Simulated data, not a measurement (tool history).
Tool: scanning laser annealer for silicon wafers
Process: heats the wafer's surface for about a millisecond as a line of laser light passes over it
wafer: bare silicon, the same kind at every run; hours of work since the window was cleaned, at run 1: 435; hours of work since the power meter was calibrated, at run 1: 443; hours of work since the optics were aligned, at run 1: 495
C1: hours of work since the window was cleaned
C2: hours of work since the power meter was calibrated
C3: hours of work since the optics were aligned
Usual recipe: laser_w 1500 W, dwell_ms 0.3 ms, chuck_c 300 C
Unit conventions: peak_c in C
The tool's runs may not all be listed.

run 1 hour=0 | laser_w=1500 dwell_ms=0.3 chuck_c=300 | C1=435 C2=443 C3=495 | peak_c=989
run 2 hour=45.4 | laser_w=1500 dwell_ms=0.3 chuck_c=317 | C1=455 C2=462 C3=514 | peak_c=1002
run 3 hour=77.7 | laser_w=1500 dwell_ms=0.3 chuck_c=317 | C1=468 C2=476 C3=528 | peak_c=1000
-- hour=90.7 window over the wafer cleaned
run 4 hour=120.2 | laser_w=1500 dwell_ms=0.3 chuck_c=321 | C1=13 C2=493 C3=545 | peak_c=1040
run 5 hour=140.9 | laser_w=1500 dwell_ms=0.3 chuck_c=321 | C1=21 C2=502 C3=554 | peak_c=1040
run 6 hour=185.8 | laser_w=1500 dwell_ms=0.3 chuck_c=321 | C1=40 C2=521 C3=573 | peak_c=1036
run 7 hour=210 | laser_w=1500 dwell_ms=0.3 chuck_c=321 | C1=51 C2=531 C3=583 | peak_c=1038
run 8 hour=254.8 | laser_w=1500 dwell_ms=0.358 chuck_c=300 | C1=70 C2=550 C3=602 | peak_c=1078
run 9 hour=290.6 | laser_w=1500 dwell_ms=0.358 chuck_c=300 | C1=85 C2=565 C3=618 | peak_c=1078
run 10 hour=317.8 | laser_w=1500 dwell_ms=0.3 chuck_c=300 | C1=96 C2=577 C3=629 | peak_c=1013
run 11 hour=357.6 | laser_w=1500 dwell_ms=0.3 chuck_c=300 | C1=113 C2=594 C3=646 | peak_c=1009
run 12 hour=384.7 | laser_w=1500 dwell_ms=0.3 chuck_c=300 | C1=125 C2=605 C3=658 | peak_c=1009
run 13 hour=415.6 | laser_w=1500 dwell_ms=0.3 chuck_c=300 | C1=138 C2=618 C3=671 | peak_c=1006
run 14 hour=435.4 | laser_w=1500 dwell_ms=0.3 chuck_c=300 | C1=146 C2=627 C3=679 | peak_c=1009
run 15 hour=468.5 | laser_w=1500 dwell_ms=0.3 chuck_c=300 | C1=160 C2=641 C3=693 | peak_c=1006
run 16 hour=514.9 | laser_w=1500 dwell_ms=0.244 chuck_c=300 | C1=180 C2=660 C3=713 | peak_c=937
run 17 hour=539 | laser_w=1500 dwell_ms=0.3 chuck_c=300 | C1=190 C2=671 C3=723 | peak_c=1005
run 18 hour=578.6 | laser_w=1500 dwell_ms=0.335 chuck_c=300 | C1=207 C2=687 C3=740 | peak_c=1039
run 19 hour=623.4 | laser_w=1500 dwell_ms=0.335 chuck_c=300 | C1=226 C2=706 C3=759 | peak_c=1042
run 20 hour=651.4 | laser_w=1500 dwell_ms=0.335 chuck_c=300 | C1=238 C2=718 C3=771 | peak_c=1037
run 21 hour=685 | laser_w=1355 dwell_ms=0.274 chuck_c=300 | C1=252 C2=733 C3=785 | peak_c=905
run 22 hour=710.2 | laser_w=1355 dwell_ms=0.274 chuck_c=300 | C1=263 C2=743 C3=796 | peak_c=906
run 23 hour=752.3 | laser_w=1470 dwell_ms=0.32 chuck_c=263 | C1=281 C2=761 C3=814 | peak_c=963
run 24 hour=798.4 | laser_w=1335 dwell_ms=0.31 chuck_c=300 | C1=301 C2=781 C3=833 | peak_c=931
-- hour=806.1 optics aligned, line set to its width
run 25 hour=827.3 | laser_w=1500 dwell_ms=0.3 chuck_c=287 | C1=311 C2=791 C3=9 | peak_c=990
run 26 hour=866.7 | laser_w=1500 dwell_ms=0.3 chuck_c=287 | C1=327 C2=808 C3=26 | peak_c=989
run 27 hour=907.2 | laser_w=1516 dwell_ms=0.3 chuck_c=300 | C1=345 C2=825 C3=43 | peak_c=1006
run 28 hour=946.7 | laser_w=1467 dwell_ms=0.3 chuck_c=291 | C1=361 C2=842 C3=60 | peak_c=977
run 29 hour=989.4 | laser_w=1324 dwell_ms=0.218 chuck_c=337 | C1=380 C2=860 C3=78 | peak_c=870
run 30 hour=1022.6 | laser_w=1500 dwell_ms=0.3 chuck_c=266 | C1=394 C2=874 C3=92 | peak_c=960
run 31 hour=1046.7 | laser_w=1500 dwell_ms=0.3 chuck_c=266 | C1=404 C2=884 C3=102 | peak_c=961
run 32 hour=1071.5 | laser_w=1500 dwell_ms=0.3 chuck_c=266 | C1=414 C2=895 C3=113 | peak_c=958
run 33 hour=1102.5 | laser_w=1500 dwell_ms=0.3 chuck_c=266 | C1=428 C2=908 C3=126 | peak_c=956
run 34 hour=1130.3 | laser_w=1489 dwell_ms=0.3 chuck_c=291 | C1=439 C2=920 C3=138 | peak_c=979
run 35 hour=1169.8 | laser_w=1309 dwell_ms=0.277 chuck_c=278 | C1=456 C2=936 C3=155 | peak_c=864
-- hour=1212.7 window over the wafer cleaned
run 36 hour=1212.9 | laser_w=1309 dwell_ms=0.277 chuck_c=278 | C1=0 C2=954 C3=172 | peak_c=898
run 37 hour=1242.6 | laser_w=1399 dwell_ms=0.218 chuck_c=270 | C1=13 C2=967 C3=185 | peak_c=852
run 38 hour=1281.1 | laser_w=1500 dwell_ms=0.219 chuck_c=320 | C1=29 C2=983 C3=201 | peak_c=945
run 39 hour=1314.4 | laser_w=1610 dwell_ms=0.261 chuck_c=314 | C1=43 C2=997 C3=215 | peak_c=1040
run 40 hour=1341 | laser_w=1303 dwell_ms=0.361 chuck_c=336 | C1=54 C2=1008 C3=226 | peak_c=1027

Hidden condition of the tool, last listed run before each entry between runs versus first listed run after:
Between runs 3 and 4: window over the wafer cleaned (hour 90.7)
  light that passes the window, % of a clean one's: 94.05 -> 99.58; laser's true power over the reading, %: -0.03 -> -0.02; width of the line over the set one, %: 2.67 -> 2.74
  measured result minus the result with no hidden state, peak_c: -49 -> -12 C
Between runs 24 and 25: optics aligned, line set to its width (hour 806.1)
  light that passes the window, % of a clean one's: 95.97 -> 95.84; width of the line over the set one, %: 4.05 -> 0.04
  measured result minus the result with no hidden state, peak_c: -36 -> -27 C
Between runs 35 and 36: window over the wafer cleaned (hour 1212.7)
  light that passes the window, % of a clean one's: 93.98 -> 99.63; laser's true power over the reading, %: 0.21 -> 0.22; width of the line over the set one, %: 0.69 -> 0.77
  measured result minus the result with no hidden state, peak_c: -35 -> -3 C
